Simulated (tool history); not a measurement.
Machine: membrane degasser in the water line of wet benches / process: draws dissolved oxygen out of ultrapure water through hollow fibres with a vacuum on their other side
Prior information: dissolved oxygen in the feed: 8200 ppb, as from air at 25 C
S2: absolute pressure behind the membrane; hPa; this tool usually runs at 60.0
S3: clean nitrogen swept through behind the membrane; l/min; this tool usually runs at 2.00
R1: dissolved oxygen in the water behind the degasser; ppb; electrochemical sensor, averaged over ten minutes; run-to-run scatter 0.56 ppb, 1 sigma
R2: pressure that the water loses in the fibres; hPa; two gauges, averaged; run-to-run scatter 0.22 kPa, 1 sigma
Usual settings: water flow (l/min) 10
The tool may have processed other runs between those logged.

{"run": 1, "hour": 0.0, "water flow (l/min)": 10, "S2": 60.0, "S3": 2.0, "R1": 53.1, "R2": 579.1}
{"run": 2, "hour": 142.1, "water flow (l/min)": 10, "S2": 60.0, "S3": 2.0, "R1": 53.7, "R2": 573.9}
{"run": 3, "hour": 384.4, "water flow (l/min)": 10, "S2": 60.0, "S3": 2.0, "R1": 54.1, "R2": 580.4}
{"run": 4, "hour": 608.1, "water flow (l/min)": 10, "S2": 60.0, "S3": 2.0, "R1": 54.8, "R2": 578.4}
{"run": 5, "hour": 819.4, "water flow (l/min)": 10, "S2": 60.0, "S3": 2.0, "R1": 53.4, "R2": 576.7}
{"run": 6, "hour": 1030.1, "water flow (l/min)": 8, "S2": 60.0, "S3": 2.0, "R1": 37.1, "R2": 465.9}
{"run": 7, "hour": 1202.4, "water flow (l/min)": 8, "S2": 60.0, "S3": 2.0, "R1": 38.3, "R2": 464.5}
{"run": 8, "hour": 1444.2, "water flow (l/min)": 10, "S2": 60.0, "S3": 2.0, "R1": 54.8, "R2": 579.4}
{"run": 9, "hour": 1666.6, "water flow (l/min)": 10, "S2": 60.0, "S3": 0.81, "R1": 101.7, "R2": 580.3}
{"run": 10, "hour": 1911.6, "water flow (l/min)": 10, "S2": 60.0, "S3": 0.81, "R1": 103.9, "R2": 583.2}
{"run": 11, "hour": 2180.7, "water flow (l/min)": 16, "S2": 58.8, "S3": 1.77, "R1": 136.6, "R2": 931.9}
{"run": 12, "hour": 2333.6, "water flow (l/min)": 16, "S2": 58.8, "S3": 1.77, "R1": 134.0, "R2": 934.0}
{"run": 13, "hour": 2548.3, "water flow (l/min)": 11, "S2": 107.8, "S3": 1.7, "R1": 149.2, "R2": 644.1}
{"run": 14, "hour": 2807.6, "water flow (l/min)": 14, "S2": 140.5, "S3": 1.7, "R1": 264.1, "R2": 820.6}
{"run": 15, "hour": 2958.9, "water flow (l/min)": 13, "S2": 72.2, "S3": 1.7, "R1": 119.3, "R2": 759.2}
{"run": 16, "hour": 3136.8, "water flow (l/min)": 10, "S2": 86.6, "S3": 3.32, "R1": 62.8, "R2": 587.8}

Each row is a separate what-if for the run after 16, all from the same tool condition, not one after another. Results?
{"run": "A", "hour": 3349.0, "water flow (l/min)": 13, "S2": 84.5, "S3": 3.32, "R1": "?", "R2": "?"}
{"run": "B", "hour": 3349.0, "water flow (l/min)": 10, "S2": 68.2, "S3": 2.0, "R1": "?", "R2": "?"}
{"run": "C", "hour": 3349.0, "water flow (l/min)": 10, "S2": 50.6, "S3": 2.0, "R1": "?", "R2": "?"}
{"run": "D", "hour": 3349.0, "water flow (l/min)": 10, "S2": 38.1, "S3": 2.0, "R1": "?", "R2": "?"}

run=A R1=95.8 R2=760.5
run=B R1=67.6 R2=587.6
run=C R1=46.3 R2=588.3
run=D R1=30.8 R2=590.1
Had the tool no hidden state, the same runs would have come out as:
run=A R1=80.2 R2=710.0
run=B R1=58.0 R2=548.6
run=C R1=36.9 R2=549.1
run=D R1=21.5 R2=550.7
